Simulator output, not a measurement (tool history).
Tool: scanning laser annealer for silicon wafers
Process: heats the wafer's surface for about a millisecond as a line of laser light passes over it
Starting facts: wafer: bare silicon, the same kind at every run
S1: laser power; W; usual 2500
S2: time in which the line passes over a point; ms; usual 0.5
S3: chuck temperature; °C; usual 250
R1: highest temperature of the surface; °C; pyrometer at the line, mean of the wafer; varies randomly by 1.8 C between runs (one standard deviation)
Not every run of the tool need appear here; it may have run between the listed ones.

run 1 hour=0 | S1=2500 S2=0.5 S3=250 | R1=1014
run 2 hour=28 | S1=2500 S2=0.5 S3=250 | R1=1013
run 3 hour=56.9 | S1=2500 S2=0.5 S3=250 | R1=1013
run 4 hour=93.5 | S1=2500 S2=0.5 S3=250 | R1=1009
run 5 hour=117.8 | S1=2500 S2=0.5 S3=250 | R1=1012
run 6 hour=145.2 | S1=2500 S2=0.5 S3=250 | R1=1013
run 7 hour=177.8 | S1=2500 S2=0.5 S3=250 | R1=1013
run 8 hour=205.6 | S1=2500 S2=0.5 S3=250 | R1=1012
run 9 hour=239.9 | S1=2500 S2=0.5 S3=250 | R1=1012
run 10 hour=277.3 | S1=2500 S2=0.5 S3=250 | R1=1011
run 11 hour=309.5 | S1=2500 S2=0.604 S3=250 | R1=1070
run 12 hour=330 | S1=2500 S2=0.604 S3=250 | R1=1072
run 13 hour=350.6 | S1=2500 S2=0.5 S3=250 | R1=1009
run 14 hour=385.8 | S1=2500 S2=0.5 S3=250 | R1=1009
run 15 hour=418.3 | S1=2500 S2=0.5 S3=250 | R1=1006
run 16 hour=438 | S1=2500 S2=0.5 S3=250 | R1=1010
-- hour=444.4 laser's power meter calibrated
run 17 hour=458 | S1=2500 S2=0.5 S3=250 | R1=1010
run 18 hour=488.8 | S1=2315 S2=0.58 S3=250 | R1=984
run 19 hour=511.5 | S1=2728 S2=0.386 S3=255 | R1=1010
run 20 hour=533.9 | S1=2728 S2=0.386 S3=255 | R1=1004
run 21 hour=562.1 | S1=2728 S2=0.526 S3=261 | R1=1120
run 22 hour=592.5 | S1=2728 S2=0.526 S3=261 | R1=1121
-- hour=624.6 laser's power meter calibrated, once more
run 23 hour=624.6 | S1=2728 S2=0.526 S3=261 | R1=1113
run 24 hour=658.9 | S1=2143 S2=0.495 S3=261 | R1=879
run 25 hour=675.4 | S1=2143 S2=0.495 S3=261 | R1=876
run 26 hour=711.1 | S1=2500 S2=0.608 S3=211 | R1=1026
run 27 hour=745.2 | S1=2642 S2=0.364 S3=228 | R1=925
run 28 hour=769 | S1=2441 S2=0.5 S3=250 | R1=977
run 29 hour=785.1 | S1=2596 S2=0.5 S3=250 | R1=1034
run 30 hour=804 | S1=2150 S2=0.497 S3=251 | R1=871
run 31 hour=824.7 | S1=2150 S2=0.497 S3=251 | R1=869
run 32 hour=842.6 | S1=2150 S2=0.497 S3=251 | R1=871
-- hour=857 window over the wafer cleaned
run 33 hour=871.3 | S1=2308 S2=0.508 S3=246 | R1=947

Selected run-to-run steps in R1, each split into two signed amounts: the part the tool would show with no hidden state at all (from settings, incoming material and random variation), and the remainder, which goes to the hidden state together with any gauge scatter not common to the measured and the hidden-state-free results:
The hidden state here: light that passes the window, % of a clean one's; laser's true power over the reading, %; width of the line over the set one, %; drift of the gauge itself on peak_c, C.
Run 23 -> 24: S1 2728 -> 2143, S2 0.526 -> 0.495. R1 -234 °C: hidden state +11, all else -245.
Run 25 -> 26: S1 2143 -> 2500, S2 0.495 -> 0.608, S3 261 -> 211. R1 +150 °C: hidden state -11, all else +161.
Run 29 -> 30: S1 2596 -> 2150, S2 0.5 -> 0.497, S3 250 -> 251. R1 -163 °C: hidden state +8, all else -171.
Run 32 -> 33: S1 2150 -> 2308, S2 0.497 -> 0.508, S3 251 -> 246, window over the wafer cleaned. R1 +76 °C: hidden state +17, all else +59.
